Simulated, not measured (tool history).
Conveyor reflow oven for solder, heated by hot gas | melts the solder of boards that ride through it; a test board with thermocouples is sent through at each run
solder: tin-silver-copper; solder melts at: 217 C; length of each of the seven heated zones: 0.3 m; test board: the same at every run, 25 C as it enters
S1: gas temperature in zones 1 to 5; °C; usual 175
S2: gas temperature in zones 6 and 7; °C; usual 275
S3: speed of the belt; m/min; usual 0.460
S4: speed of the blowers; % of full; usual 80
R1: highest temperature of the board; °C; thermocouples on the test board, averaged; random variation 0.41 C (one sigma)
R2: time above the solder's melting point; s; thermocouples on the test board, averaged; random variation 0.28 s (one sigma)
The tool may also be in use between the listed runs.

run 1 hour=0.0 | S1=175 S2=275 S3=0.460 S4=80 | R1=260.8 R2=66.6
run 2 hour=41.4 | S1=175 S2=275 S3=0.460 S4=80 | R1=260.5 R2=66.6
run 3 hour=101.3 | S1=175 S2=275 S3=0.460 S4=80 | R1=259.5 R2=65.6
run 4 hour=146.7 | S1=175 S2=275 S3=0.460 S4=80 | R1=259.8 R2=66.3
run 5 hour=188.7 | S1=175 S2=275 S3=0.460 S4=80 | R1=259.0 R2=65.9
-- hour=200.3 flux residue cleaned out of gas plates and filters
run 6 hour=239.8 | S1=175 S2=275 S3=0.460 S4=80 | R1=261.1 R2=67.0
-- hour=261.2 thermocouples of zones 6 and 7 changed
run 7 hour=286.9 | S1=175 S2=275 S3=0.460 S4=80 | R1=264.1 R2=67.9
run 8 hour=317.6 | S1=175 S2=276 S3=0.460 S4=80 | R1=264.2 R2=69.1
run 9 hour=370.9 | S1=175 S2=276 S3=0.460 S4=80 | R1=263.7 R2=69.0
run 10 hour=399.3 | S1=161 S2=279 S3=0.490 S4=70 | R1=258.6 R2=56.9
run 11 hour=441.3 | S1=175 S2=275 S3=0.419 S4=79 | R1=264.6 R2=76.6
run 12 hour=477.1 | S1=175 S2=275 S3=0.419 S4=79 | R1=264.6 R2=76.5
run 13 hour=507.5 | S1=164 S2=271 S3=0.385 S4=88 | R1=262.8 R2=80.3
run 14 hour=561.1 | S1=184 S2=271 S3=0.386 S4=88 | R1=263.8 R2=87.2

5 ways to go on from here, each from the tool as it stands after run 14. What would each give?
run A hour=609.7 | S1=175 S2=281 S3=0.537 S4=58 | R1=? R2=?
run B hour=609.7 | S1=184 S2=271 S3=0.398 S4=88 | R1=? R2=?
run C hour=609.7 | S1=175 S2=271 S3=0.403 S4=77 | R1=? R2=?
run D hour=609.7 | S1=184 S2=271 S3=0.484 S4=88 | R1=? R2=?
run E hour=609.7 | S1=190 S2=271 S3=0.386 S4=58 | R1=? R2=?

run=A R1=253.1 R2=51.1
run=B R1=263.5 R2=84.2
run=C R1=259.8 R2=77.3
run=D R1=258.6 R2=66.5
run=E R1=259.3 R2=86.4
Without the tool's hidden state the same runs would have given:
run=A R1=255.0 R2=50.8
run=B R1=265.1 R2=82.3
run=C R1=261.5 R2=75.9
run=D R1=260.6 R2=65.6
run=E R1=260.4 R2=84.2
